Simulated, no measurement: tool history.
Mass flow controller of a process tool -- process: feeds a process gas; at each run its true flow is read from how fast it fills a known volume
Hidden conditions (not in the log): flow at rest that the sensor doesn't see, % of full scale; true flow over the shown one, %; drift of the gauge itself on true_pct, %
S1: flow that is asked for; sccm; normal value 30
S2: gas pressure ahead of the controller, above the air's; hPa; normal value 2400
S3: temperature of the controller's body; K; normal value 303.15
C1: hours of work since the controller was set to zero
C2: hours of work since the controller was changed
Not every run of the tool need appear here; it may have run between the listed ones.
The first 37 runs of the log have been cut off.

run 38 day=298.812 | S1=36 S2=2400 S3=302.15 | C1=5197 C2=5197 | true_flow_(%)=99.35
run 39 day=305.138 | S1=30 S2=2400 S3=295.15 | C1=5268 C2=5268 | true_flow_(%)=99.27
run 40 day=310.233 | S1=30 S2=2400 S3=299.15 | C1=5325 C2=5325 | true_flow_(%)=99.32
run 41 day=315.771 | S1=30 S2=1460 S3=303.15 | C1=5387 C2=5387 | true_flow_(%)=99.85
run 42 day=322.671 | S1=7 S2=2140 S3=298.15 | C1=5464 C2=5464 | true_flow_(%)=103.64
run 43 day=333.871 | S1=30 S2=1980 S3=303.15 | C1=5589 C2=5589 | true_flow_(%)=99.58
run 44 day=344.667 | S1=46 S2=2020 S3=308.15 | C1=5709 C2=5709 | true_flow_(%)=99.24
run 45 day=352.808 | S1=46 S2=2020 S3=308.15 | C1=5800 C2=5800 | true_flow_(%)=99.37
run 46 day=362.158 | S1=46 S2=2020 S3=308.15 | C1=5905 C2=5905 | true_flow_(%)=99.35
run 47 day=369.054 | S1=6 S2=2130 S3=306.15 | C1=5981 C2=5981 | true_flow_(%)=105.12

Forecast each of these 5 alternatives for the next run:
run A day=374.321 | S1=30 S2=2780 S3=303.15 | C1=6040 C2=6040 | true_flow_(%)=?
run B day=374.321 | S1=20 S2=2130 S3=312.15 | C1=6040 C2=6040 | true_flow_(%)=?
run C day=374.321 | S1=34 S2=1550 S3=304.15 | C1=6040 C2=6040 | true_flow_(%)=?
run D day=374.321 | S1=6 S2=2440 S3=301.15 | C1=6040 C2=6040 | true_flow_(%)=?
run E day=374.321 | S1=6 S2=1800 S3=306.15 | C1=6040 C2=6040 | true_flow_(%)=?

run=A true_flow_(%)=99.05
run=B true_flow_(%)=100.36
run=C true_flow_(%)=99.59
run=D true_flow_(%)=104.83
run=E true_flow_(%)=105.37
Without the tool's unlogged condition, the same runs would have read:
run=A true_flow_(%)=99.53
run=B true_flow_(%)=100.12
run=C true_flow_(%)=100.25
run=D true_flow_(%)=99.48
run=E true_flow_(%)=100.01
